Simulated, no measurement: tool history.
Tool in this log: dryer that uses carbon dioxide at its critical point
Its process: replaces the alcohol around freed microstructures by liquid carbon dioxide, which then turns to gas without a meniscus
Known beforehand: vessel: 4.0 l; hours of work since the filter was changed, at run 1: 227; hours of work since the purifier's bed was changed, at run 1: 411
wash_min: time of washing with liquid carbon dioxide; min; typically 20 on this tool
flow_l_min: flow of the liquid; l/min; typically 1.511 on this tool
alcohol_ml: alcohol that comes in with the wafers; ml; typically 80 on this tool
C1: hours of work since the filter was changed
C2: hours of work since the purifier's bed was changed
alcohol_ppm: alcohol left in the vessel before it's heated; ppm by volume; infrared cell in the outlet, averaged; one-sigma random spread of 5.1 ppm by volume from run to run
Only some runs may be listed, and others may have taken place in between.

run 1 hour=0.0 | wash_min=20 flow_l_min=1.511 alcohol_ml=80 | C1=227 C2=411 | alcohol_ppm=162
run 2 hour=45.9 | wash_min=20 flow_l_min=1.511 alcohol_ml=80 | C1=259 C2=444 | alcohol_ppm=179
-- hour=61.0 inlet filter changed
run 3 hour=83.6 | wash_min=20 flow_l_min=1.511 alcohol_ml=80 | C1=16 C2=470 | alcohol_ppm=110
run 4 hour=122.8 | wash_min=20 flow_l_min=1.511 alcohol_ml=80 | C1=44 C2=498 | alcohol_ppm=118
run 5 hour=148.3 | wash_min=25 flow_l_min=1.511 alcohol_ml=80 | C1=62 C2=516 | alcohol_ppm=83
run 6 hour=205.5 | wash_min=18 flow_l_min=1.511 alcohol_ml=80 | C1=103 C2=557 | alcohol_ppm=191
run 7 hour=229.3 | wash_min=18 flow_l_min=1.511 alcohol_ml=80 | C1=120 C2=574 | alcohol_ppm=196
run 8 hour=260.3 | wash_min=18 flow_l_min=1.511 alcohol_ml=80 | C1=142 C2=596 | alcohol_ppm=223
run 9 hour=284.9 | wash_min=20 flow_l_min=1.511 alcohol_ml=115 | C1=160 C2=614 | alcohol_ppm=210
run 10 hour=330.3 | wash_min=20 flow_l_min=1.511 alcohol_ml=84 | C1=192 C2=646 | alcohol_ppm=176
run 11 hour=379.6 | wash_min=20 flow_l_min=1.511 alcohol_ml=84 | C1=228 C2=682 | alcohol_ppm=217
run 12 hour=427.1 | wash_min=20 flow_l_min=1.511 alcohol_ml=84 | C1=262 C2=715 | alcohol_ppm=224
-- hour=438.7 inlet filter changed
run 13 hour=455.0 | wash_min=20 flow_l_min=1.511 alcohol_ml=84 | C1=12 C2=735 | alcohol_ppm=152
run 14 hour=499.9 | wash_min=17 flow_l_min=0.940 alcohol_ml=56 | C1=44 C2=767 | alcohol_ppm=747
run 15 hour=531.5 | wash_min=29 flow_l_min=1.240 alcohol_ml=80 | C1=66 C2=789 | alcohol_ppm=131
run 16 hour=557.2 | wash_min=15 flow_l_min=1.930 alcohol_ml=80 | C1=85 C2=808 | alcohol_ppm=190
run 17 hour=614.0 | wash_min=15 flow_l_min=1.930 alcohol_ml=80 | C1=125 C2=848 | alcohol_ppm=204
run 18 hour=643.8 | wash_min=20 flow_l_min=2.080 alcohol_ml=88 | C1=147 C2=870 | alcohol_ppm=126
run 19 hour=691.2 | wash_min=20 flow_l_min=1.260 alcohol_ml=76 | C1=180 C2=903 | alcohol_ppm=346
run 20 hour=732.9 | wash_min=12 flow_l_min=2.250 alcohol_ml=92 | C1=210 C2=933 | alcohol_ppm=327
run 21 hour=784.7 | wash_min=12 flow_l_min=2.250 alcohol_ml=92 | C1=247 C2=970 | alcohol_ppm=344
-- hour=816.1 inlet filter changed
run 22 hour=816.1 | wash_min=29 flow_l_min=1.850 alcohol_ml=53 | C1=0 C2=992 | alcohol_ppm=143
run 23 hour=844.9 | wash_min=28 flow_l_min=1.850 alcohol_ml=53 | C1=21 C2=1013 | alcohol_ppm=148
run 24 hour=893.6 | wash_min=29 flow_l_min=1.010 alcohol_ml=80 | C1=55 C2=1047 | alcohol_ppm=215
run 25 hour=932.8 | wash_min=18 flow_l_min=1.040 alcohol_ml=27 | C1=83 C2=1075 | alcohol_ppm=348

What differs in the tool's unlogged condition from the final listed run ahead of each entry between runs to the first listed run following it?
Run 2 -> run 3: inlet filter changed (hour 61.0)
  flow that reaches the vessel past the clogged filter, %: 84.5 -> 98.3; alcohol in the recycled carbon dioxide, ppm: 63.5 -> 67.3
  what was measured, less what the result would be without the hidden state, alcohol_ppm: +131 -> +66 ppm by volume
Run 12 -> run 13: inlet filter changed (hour 438.7)
  flow that reaches the vessel past the clogged filter, %: 83.5 -> 98.6; alcohol in the recycled carbon dioxide, ppm: 100.9 -> 103.7
  what was measured, less what the result would be without the hidden state, alcohol_ppm: +172 -> +102 ppm by volume
Run 21 -> run 22: inlet filter changed (hour 816.1)
  flow that reaches the vessel past the clogged filter, %: 84.2 -> 99.5; alcohol in the recycled carbon dioxide, ppm: 135.4 -> 137.9
  what was measured, less what the result would be without the hidden state, alcohol_ppm: +253 -> +135 ppm by volume
